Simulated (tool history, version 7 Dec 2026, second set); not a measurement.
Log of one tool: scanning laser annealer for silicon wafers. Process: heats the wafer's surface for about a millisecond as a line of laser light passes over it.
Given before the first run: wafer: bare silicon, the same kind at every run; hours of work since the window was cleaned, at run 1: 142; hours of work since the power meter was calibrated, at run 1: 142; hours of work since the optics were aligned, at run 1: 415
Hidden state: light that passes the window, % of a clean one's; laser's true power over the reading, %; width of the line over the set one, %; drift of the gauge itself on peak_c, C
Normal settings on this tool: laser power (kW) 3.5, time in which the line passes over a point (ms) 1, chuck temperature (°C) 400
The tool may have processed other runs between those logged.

| run | hour | laser power (kW) | time in which the line passes over a point (ms) | chuck temperature (°C) | hours of work since the window was cleaned | hours of work since the power meter was calibrated | hours of work since the optics were aligned | highest temperature of the surface (°C) |
|---|---|---|---|---|---|---|---|---|
| 1 | 0 | 3.5 | 1 | 400 | 142 | 142 | 415 | 1136 |
| 2 | 11.2 | 3.5 | 1 | 400 | 147 | 147 | 420 | 1139 |
| 3 | 31.1 | 3.5 | 1 | 404 | 157 | 157 | 429 | 1137 |
| 4 | 52.3 | 3.5 | 1 | 404 | 166 | 166 | 439 | 1138 |
| 5 | 68.8 | 3.5 | 1 | 400 | 174 | 174 | 447 | 1137 |
| 6 | 80.3 | 3.5 | 1 | 400 | 179 | 179 | 452 | 1137 |
| 7 | 89.8 | 3.5 | 0.76 | 400 | 184 | 184 | 457 | 1054 |
| 8 | 110.9 | 3.5 | 0.76 | 400 | 194 | 194 | 466 | 1050 |
| 9 | 126.6 | 3.5 | 0.76 | 400 | 201 | 201 | 474 | 1049 |
| 10 | 146.1 | 3.018 | 1 | 400 | 210 | 210 | 483 | 1008 |
| 11 | 167.9 | 3.5 | 1 | 361 | 220 | 220 | 493 | 1093 |
| 12 | 187.5 | 3.5 | 1 | 361 | 229 | 229 | 502 | 1089 |
| 13 | 196.9 | 3.5 | 1 | 361 | 234 | 234 | 506 | 1092 |
| 14 | 211.1 | 3.5 | 1 | 361 | 240 | 240 | 513 | 1090 |
| 15 | 231.7 | 3.5 | 1.2 | 361 | 250 | 250 | 523 | 1151 |
|  | 236.5 | laser's power meter calibrated |
| 16 | 249.5 | 3.5 | 1.2 | 361 | 257 | 6 | 529 | 1148 |
| 17 | 267 | 3.5 | 1.2 | 361 | 265 | 14 | 538 | 1148 |
| 18 | 283.9 | 3.314 | 1.2 | 361 | 273 | 22 | 545 | 1098 |
| 19 | 295.8 | 3.314 | 1.2 | 361 | 278 | 28 | 551 | 1094 |
|  | 310.1 | laser's power meter calibrated, once more |
| 20 | 310.1 | 3.5 | 1 | 400 | 283 | 0 | 556 | 1125 |
| 21 | 331.2 | 3.5 | 1 | 400 | 293 | 10 | 566 | 1133 |
| 22 | 344.5 | 3.739 | 0.97 | 400 | 299 | 16 | 572 | 1180 |
| 23 | 354.7 | 3.47 | 1.11 | 400 | 304 | 21 | 577 | 1155 |
| 24 | 376.5 | 3.5 | 1 | 393 | 314 | 31 | 587 | 1120 |
| 25 | 393.7 | 3.178 | 1.12 | 400 | 322 | 39 | 595 | 1077 |
| 26 | 404.9 | 3.021 | 1 | 400 | 328 | 44 | 600 | 1006 |
| 27 | 415.2 | 3.021 | 1 | 400 | 332 | 49 | 605 | 1003 |
| 28 | 432.4 | 3.021 | 1 | 400 | 340 | 57 | 613 | 1005 |
| 29 | 453.7 | 3.5 | 0.77 | 430 | 350 | 67 | 623 | 1075 |
| 30 | 472.4 | 3.5 | 0.77 | 430 | 359 | 75 | 632 | 1073 |
| 31 | 491 | 3.5 | 0.77 | 430 | 368 | 84 | 640 | 1075 |
|  | 502.1 | window over the wafer cleaned |
| 32 | 507.5 | 3.53 | 1.2 | 403 | 2 | 91 | 647 | 1226 |
| 33 | 527.6 | 3.364 | 0.71 | 420 | 12 | 100 | 656 | 1037 |
| 34 | 547.9 | 3.664 | 1.15 | 400 | 21 | 110 | 666 | 1242 |
| 35 | 557.2 | 2.995 | 1 | 395 | 26 | 114 | 670 | 1017 |
| 36 | 570 | 2.995 | 1 | 395 | 32 | 120 | 676 | 1012 |
| 37 | 583.1 | 3.5 | 1.15 | 400 | 38 | 126 | 682 | 1198 |
| 38 | 593.1 | 3.052 | 1.08 | 438 | 42 | 131 | 687 | 1091 |
| 39 | 614.4 | 3.052 | 1.08 | 438 | 52 | 141 | 697 | 1089 |
| 40 | 634.9 | 3.5 | 1.23 | 387 | 62 | 150 | 706 | 1204 |
| 41 | 653.1 | 3.5 | 1.23 | 387 | 70 | 159 | 715 | 1203 |

What if the next run were any one of these 4? Each begins from the tool's condition after run 41:
| A | 673.1 | 3.694 | 0.94 | 387 | 79 | 168 | 724 | ? |
| B | 673.1 | 3.83 | 1.14 | 378 | 79 | 168 | 724 | ? |
| C | 673.1 | 3.791 | 1.03 | 417 | 79 | 168 | 724 | ? |
| D | 673.1 | 3.5 | 1.23 | 385 | 79 | 168 | 724 | ? |

| run | highest temperature of the surface (°C) |
|---|---|
| A | 1161 |
| B | 1257 |
| C | 1246 |
| D | 1202 |
With no hidden state in the tool, these same runs would have given:
| run | highest temperature of the surface (°C) |
|---|---|
| A | 1179 |
| B | 1278 |
| C | 1266 |
| D | 1222 |

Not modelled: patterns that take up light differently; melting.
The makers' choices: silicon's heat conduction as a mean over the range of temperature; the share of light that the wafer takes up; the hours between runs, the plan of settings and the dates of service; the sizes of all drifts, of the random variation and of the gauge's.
